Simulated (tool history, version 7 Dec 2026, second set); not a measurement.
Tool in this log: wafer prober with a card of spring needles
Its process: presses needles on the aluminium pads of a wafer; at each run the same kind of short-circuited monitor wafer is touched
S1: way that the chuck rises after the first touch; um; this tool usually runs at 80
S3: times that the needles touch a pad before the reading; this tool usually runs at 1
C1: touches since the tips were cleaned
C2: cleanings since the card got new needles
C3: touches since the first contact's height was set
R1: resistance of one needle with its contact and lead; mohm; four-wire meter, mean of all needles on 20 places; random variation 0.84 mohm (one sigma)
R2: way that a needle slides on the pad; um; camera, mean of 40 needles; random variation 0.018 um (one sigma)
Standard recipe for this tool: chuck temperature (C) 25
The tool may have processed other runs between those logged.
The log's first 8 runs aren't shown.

At hour 497: tips cleaned on abrasive film.
At hour 529.9: tips cleaned on abrasive film.
At hour 564.4: tips cleaned on abrasive film.
Run 9, hour 565.7: usual settings; C1 318; C2 21; C3 170249. Result: R1 170.9 mohm, R2 20.28 um.
At hour 584.7: height of the first contact set anew.
At hour 599.7: tips cleaned on abrasive film.
Run 10, hour 605.1: usual settings; C1 1372; C2 22; C3 5173. Result: R1 177.9 mohm, R2 20.02 um.
At hour 631.8: tips cleaned on abrasive film.
Run 11, hour 656.2: usual settings; C1 6228; C2 23; C3 18172. Result: R1 181 mohm, R2 20.05 um.
At hour 661.2: tips cleaned on abrasive film.
At hour 692.3: tips cleaned on abrasive film.
Run 12, hour 721: usual settings; C1 7291; C2 25; C3 34599. Result: R1 183 mohm, R2 20.01 um.
At hour 727.3: tips cleaned on abrasive film.
At hour 760.1: tips cleaned on abrasive film.
At hour 765.1: height of the first contact set anew, once more.
At hour 790: tips cleaned on abrasive film.
Run 13, hour 790: usual settings; C1 0; C2 28; C3 6301. Result: R1 169.5 mohm, R2 20.72 um.
At hour 819.9: tips cleaned on abrasive film.
At hour 849.1: tips cleaned on abrasive film.
Run 14, hour 849.1: usual settings; C1 0; C2 30; C3 21303. Result: R1 169.7 mohm, R2 20.7 um.
At hour 882.3: tips cleaned on abrasive film.
Run 15, hour 900.9: usual settings; C1 4721; C2 31; C3 34465. Result: R1 181.6 mohm, R2 20.69 um.
At hour 914.6: tips cleaned on abrasive film.
At hour 945.8: tips cleaned on abrasive film.
Run 16, hour 945.8: usual settings but S1 85 um, chuck temperature (C) 44, S3 2; C1 12; C2 33; C3 45850. Result: R1 172.4 mohm, R2 21.94 um.
At hour 978.9: tips cleaned on abrasive film.
Run 17, hour 985.8: usual settings but S1 85 um, chuck temperature (C) 44, S3 2; C1 1734; C2 34; C3 55996. Result: R1 176 mohm, R2 21.92 um.
At hour 1014: tips cleaned on abrasive film.
Run 18, hour 1036.8: usual settings but S1 65 um; C1 5799; C2 35; C3 68959. Result: R1 188.2 mohm, R2 16.68 um.
At hour 1044.1: tips cleaned on abrasive film.
At hour 1075: tips cleaned on abrasive film.
At hour 1107.9: tips cleaned on abrasive film.
Run 19, hour 1119.8: usual settings but S1 88 um, chuck temperature (C) 54; C1 3012; C2 38; C3 90010. Result: R1 183.9 mohm, R2 22.61 um.
At hour 1141.5: tips cleaned on abrasive film.
At hour 1172.4: tips cleaned on abrasive film.
Run 20, hour 1183.9: usual settings but S1 99 um, chuck temperature (C) 54; C1 2924; C2 40; C3 106277. Result: R1 178.9 mohm, R2 25.39 um.
At hour 1202.4: tips cleaned on abrasive film.
At hour 1232.5: tips cleaned on abrasive film.
At hour 1265.3: tips cleaned on abrasive film.
Run 21, hour 1272.8: usual settings but S1 97 um, chuck temperature (C) 80; C1 1901; C2 43; C3 128842. Result: R1 181.9 mohm, R2 24.83 um.
At hour 1296.3: tips cleaned on abrasive film.
Run 22, hour 1318.3: usual settings but S1 97 um, chuck temperature (C) 80; C1 5597; C2 44; C3 140392. Result: R1 185.6 mohm, R2 24.82 um.
At hour 1331.9: tips cleaned on abrasive film.
At hour 1363.1: tips cleaned on abrasive film.
Run 23, hour 1365.1: usual settings but S1 87 um, chuck temperature (C) 77, S3 2; C1 494; C2 46; C3 152260. Result: R1 181.2 mohm, R2 22.19 um.
At hour 1398.5: tips cleaned on abrasive film.
At hour 1430.8: tips cleaned on abrasive film.
Run 24, hour 1448.7: usual settings but S1 87 um, chuck temperature (C) 77, S3 2; C1 4549; C2 48; C3 173499. Result: R1 185.4 mohm, R2 22.16 um.
At hour 1455.8: height of the first contact set anew.
At hour 1460.5: tips cleaned on abrasive film.
At hour 1494.9: tips cleaned on abrasive film.
Run 25, hour 1496.6: usual settings but S1 68 um, chuck temperature (C) 46, S3 2; C1 417; C2 50; C3 10316. Result: R1 179.7 mohm, R2 17.63 um.
At hour 1527.5: tips cleaned on abrasive film.
Run 26, hour 1543.6: usual settings but S1 68 um, chuck temperature (C) 46, S3 2; C1 4096; C2 51; C3 22265. Result: R1 186.7 mohm, R2 17.58 um.
At hour 1563.3: tips cleaned on abrasive film.
At hour 1594.2: tips cleaned on abrasive film.
At hour 1625.5: tips cleaned on abrasive film.
Run 27, hour 1625.5: usual settings but S1 65 um, S3 2; C1 0; C2 54; C3 43033. Result: R1 171.1 mohm, R2 16.71 um.
At hour 1657.5: tips cleaned on abrasive film.
Run 28, hour 1664.4: usual settings but S1 81 um, chuck temperature (C) 92, S3 2; C1 1744; C2 55; C3 52911. Result: R1 186.6 mohm, R2 20.85 um.
At hour 1691.6: tips cleaned on abrasive film.
At hour 1721.3: tips cleaned on abrasive film.
Run 29, hour 1739.6: usual settings but S1 81 um, chuck temperature (C) 63; C1 4659; C2 57; C3 72013. Result: R1 187.8 mohm, R2 20.84 um.
At hour 1751.1: tips cleaned on abrasive film.
At hour 1783.3: tips cleaned on abrasive film.
Run 30, hour 1796.3: usual settings but chuck temperature (C) 118, S3 2; C1 3302; C2 59; C3 86397. Result: R1 192.5 mohm, R2 20.5 um.

Branching from run 30: 3 alternative next runs. What would each branch give?
At hour 1816: tips cleaned on abrasive film.
At hour 1850.2: tips cleaned on abrasive film.
Run A, hour 1851.2: usual settings but S3 3; C1 250; C2 61; C3 100325. Result: R1 ?, R2 ?.
At hour 1816: tips cleaned on abrasive film.
At hour 1850.2: tips cleaned on abrasive film.
Run B, hour 1851.2: usual settings but S1 84 um, chuck temperature (C) 100, S3 2; C1 250; C2 61; C3 100325. Result: R1 ?, R2 ?.
At hour 1816: tips cleaned on abrasive film.
At hour 1850.2: tips cleaned on abrasive film.
Run C, hour 1851.2: usual settings but S1 61 um; C1 250; C2 61; C3 100325. Result: R1 ?, R2 ?.

run     R1     R2
  A  171.2   20.5
  B  185.1  21.48
  C  177.1   15.5
Take away the tool's hidden state, keep each run's random variation, and the runs would have read:
run     R1     R2
  A    169  20.78
  B  182.4  21.77
  C  170.9  15.78
